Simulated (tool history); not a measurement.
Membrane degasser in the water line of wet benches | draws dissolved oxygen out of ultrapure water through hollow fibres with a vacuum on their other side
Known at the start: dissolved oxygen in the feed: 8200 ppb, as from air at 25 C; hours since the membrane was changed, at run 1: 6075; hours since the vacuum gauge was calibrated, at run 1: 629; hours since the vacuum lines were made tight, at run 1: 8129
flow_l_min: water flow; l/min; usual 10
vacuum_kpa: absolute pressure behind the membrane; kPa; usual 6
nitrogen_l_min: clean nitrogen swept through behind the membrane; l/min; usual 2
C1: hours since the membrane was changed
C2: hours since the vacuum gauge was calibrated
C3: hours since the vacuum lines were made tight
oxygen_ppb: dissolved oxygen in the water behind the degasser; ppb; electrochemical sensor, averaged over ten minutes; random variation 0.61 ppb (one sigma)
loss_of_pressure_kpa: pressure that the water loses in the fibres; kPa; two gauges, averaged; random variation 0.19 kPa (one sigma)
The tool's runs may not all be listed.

Run 1, hour 0: usual settings; C1 6075; C2 629; C3 8129. Result: oxygen_ppb 57.2 ppb, loss_of_pressure_kpa 38.05 kPa.
Run 2, hour 98.2: usual settings but flow_l_min 8 l/min; C1 6173; C2 727; C3 8227. Result: oxygen_ppb 39.9 ppb, loss_of_pressure_kpa 30.41 kPa.
Run 3, hour 233.2: usual settings but nitrogen_l_min 0.98 l/min; C1 6308; C2 862; C3 8362. Result: oxygen_ppb 90.5 ppb, loss_of_pressure_kpa 37.82 kPa.
Run 4, hour 325: usual settings; C1 6400; C2 954; C3 8454. Result: oxygen_ppb 57.4 ppb, loss_of_pressure_kpa 38.16 kPa.
Run 5, hour 501.6: usual settings; C1 6577; C2 1130; C3 8631. Result: oxygen_ppb 58.4 ppb, loss_of_pressure_kpa 37.92 kPa.
Run 6, hour 656.2: usual settings; C1 6731; C2 1285; C3 8785. Result: oxygen_ppb 58 ppb, loss_of_pressure_kpa 38.07 kPa.
Run 7, hour 780.8: usual settings; C1 6856; C2 1409; C3 8910. Result: oxygen_ppb 56.9 ppb, loss_of_pressure_kpa 38.15 kPa.
Run 8, hour 888.4: usual settings; C1 6963; C2 1517; C3 9018. Result: oxygen_ppb 58.1 ppb, loss_of_pressure_kpa 37.79 kPa.
Run 9, hour 996.6: usual settings; C1 7072; C2 1625; C3 9126. Result: oxygen_ppb 59.4 ppb, loss_of_pressure_kpa 38.22 kPa.
Run 10, hour 1178.7: usual settings but flow_l_min 11 l/min; C1 7254; C2 1807; C3 9308. Result: oxygen_ppb 69.3 ppb, loss_of_pressure_kpa 42.03 kPa.
Run 11, hour 1285.1: usual settings; C1 7360; C2 1914; C3 9414. Result: oxygen_ppb 59.3 ppb, loss_of_pressure_kpa 38.33 kPa.
Run 12, hour 1391.1: usual settings; C1 7466; C2 2020; C3 9520. Result: oxygen_ppb 58.5 ppb, loss_of_pressure_kpa 37.92 kPa.
Run 13, hour 1517.1: usual settings but nitrogen_l_min 4.07 l/min; C1 7592; C2 2146; C3 9646. Result: oxygen_ppb 42.5 ppb, loss_of_pressure_kpa 38.14 kPa.
Run 14, hour 1610: usual settings but nitrogen_l_min 4.07 l/min; C1 7685; C2 2239; C3 9739. Result: oxygen_ppb 41 ppb, loss_of_pressure_kpa 38.43 kPa.
Run 15, hour 1690.9: usual settings; C1 7766; C2 2319; C3 9820. Result: oxygen_ppb 60 ppb, loss_of_pressure_kpa 38.37 kPa.
Run 16, hour 1839.3: usual settings; C1 7914; C2 2468; C3 9968. Result: oxygen_ppb 59.9 ppb, loss_of_pressure_kpa 37.9 kPa.
Run 17, hour 1979.5: usual settings; C1 8055; C2 2608; C3 10109. Result: oxygen_ppb 59.6 ppb, loss_of_pressure_kpa 38.36 kPa.
Run 18, hour 2167: usual settings but flow_l_min 15 l/min, nitrogen_l_min 0.97 l/min; C1 8242; C2 2796; C3 10296. Result: oxygen_ppb 165.9 ppb, loss_of_pressure_kpa 57.45 kPa.
Run 19, hour 2247.7: usual settings but flow_l_min 6 l/min, vacuum_kpa 12.09 kPa; C1 8323; C2 2876; C3 10377. Result: oxygen_ppb 74 ppb, loss_of_pressure_kpa 23.44 kPa.
At hour 2383.5: seals of the vacuum lines changed.
Run 20, hour 2432.6: usual settings but flow_l_min 6 l/min, vacuum_kpa 12.09 kPa; C1 8506; C2 3059; C3 49. Result: oxygen_ppb 72.6 ppb, loss_of_pressure_kpa 23.32 kPa.
Run 21, hour 2594.1: usual settings but flow_l_min 6 l/min, vacuum_kpa 8.02 kPa, nitrogen_l_min 0.9 l/min; C1 8667; C2 3221; C3 211. Result: oxygen_ppb 83.9 ppb, loss_of_pressure_kpa 23.33 kPa.
Run 22, hour 2745.5: usual settings but flow_l_min 15 l/min, vacuum_kpa 11.25 kPa, nitrogen_l_min 2.65 l/min; C1 8819; C2 3372; C3 362. Result: oxygen_ppb 174.8 ppb, loss_of_pressure_kpa 58.1 kPa.
At hour 2801.7: vacuum gauge calibrated.
Run 23, hour 2934.6: usual settings but flow_l_min 9 l/min, nitrogen_l_min 1.57 l/min; C1 9007; C2 133; C3 551. Result: oxygen_ppb 57.4 ppb, loss_of_pressure_kpa 35.15 kPa.
Run 24, hour 3051.9: usual settings but flow_l_min 11 l/min, vacuum_kpa 5.99 kPa; C1 9124; C2 250; C3 668. Result: oxygen_ppb 69.7 ppb, loss_of_pressure_kpa 42.57 kPa.
Run 25, hour 3225.4: usual settings but flow_l_min 16 l/min, vacuum_kpa 5.19 kPa, nitrogen_l_min 2.94 l/min; C1 9298; C2 424; C3 841. Result: oxygen_ppb 104.6 ppb, loss_of_pressure_kpa 61.44 kPa.
Run 26, hour 3367.3: usual settings but flow_l_min 14 l/min, vacuum_kpa 5.19 kPa, nitrogen_l_min 2.94 l/min; C1 9440; C2 566; C3 983. Result: oxygen_ppb 78.9 ppb, loss_of_pressure_kpa 54.49 kPa.
Run 27, hour 3522.6: usual settings but flow_l_min 14 l/min, vacuum_kpa 5.49 kPa, nitrogen_l_min 2.41 l/min; C1 9595; C2 721; C3 1139. Result: oxygen_ppb 92.5 ppb, loss_of_pressure_kpa 54.44 kPa.
Run 28, hour 3607.4: usual settings but flow_l_min 14 l/min, vacuum_kpa 10.55 kPa, nitrogen_l_min 1.04 l/min; C1 9680; C2 806; C3 1223. Result: oxygen_ppb 276.5 ppb, loss_of_pressure_kpa 54.54 kPa.
Run 29, hour 3714.8: usual settings but nitrogen_l_min 3.35 l/min; C1 9787; C2 913; C3 1331. Result: oxygen_ppb 46.5 ppb, loss_of_pressure_kpa 38.53 kPa.
Run 30, hour 3890.6: usual settings but flow_l_min 8 l/min, vacuum_kpa 5.99 kPa, nitrogen_l_min 3.81 l/min; C1 9963; C2 1089; C3 1507. Result: oxygen_ppb 29.4 ppb, loss_of_pressure_kpa 30.94 kPa.
Run 31, hour 4034.1: usual settings but vacuum_kpa 4.48 kPa, nitrogen_l_min 2.12 l/min; C1 10107; C2 1232; C3 1650. Result: oxygen_ppb 42 ppb, loss_of_pressure_kpa 38.93 kPa.
Run 32, hour 4158: usual settings but flow_l_min 11 l/min, vacuum_kpa 6.25 kPa, nitrogen_l_min 5.1 l/min; C1 10231; C2 1356; C3 1774. Result: oxygen_ppb 50.1 ppb, loss_of_pressure_kpa 42.71 kPa.
Run 33, hour 4291.8: usual settings but flow_l_min 15 l/min, vacuum_kpa 14.95 kPa, nitrogen_l_min 3.04 l/min; C1 10364; C2 1490; C3 1908. Result: oxygen_ppb 210.2 ppb, loss_of_pressure_kpa 58.27 kPa.

Forecast each of these 3 alternatives for the next run:
Run A, hour 4399: usual settings but flow_l_min 9 l/min, nitrogen_l_min 0.98 l/min; C1 10472; C2 1597; C3 2015. Result: oxygen_ppb ?, loss_of_pressure_kpa ?.
Run B, hour 4399: usual settings but flow_l_min 6 l/min, vacuum_kpa 9.95 kPa, nitrogen_l_min 4.97 l/min; C1 10472; C2 1597; C3 2015. Result: oxygen_ppb ?, loss_of_pressure_kpa ?.
Run C, hour 4399: usual settings but flow_l_min 8 l/min, vacuum_kpa 4.43 kPa, nitrogen_l_min 3.96 l/min; C1 10472; C2 1597; C3 2015. Result: oxygen_ppb ?, loss_of_pressure_kpa ?.

run  oxygen_ppb  loss_of_pressure_kpa
  A        82.1                 34.93
  B        27.5                 23.22
  C        20.5                 31.32
Without the tool's hidden state the same runs would have given:
run  oxygen_ppb  loss_of_pressure_kpa
  A        74.9                 32.91
  B          25                 21.87
  C        15.7                 29.52
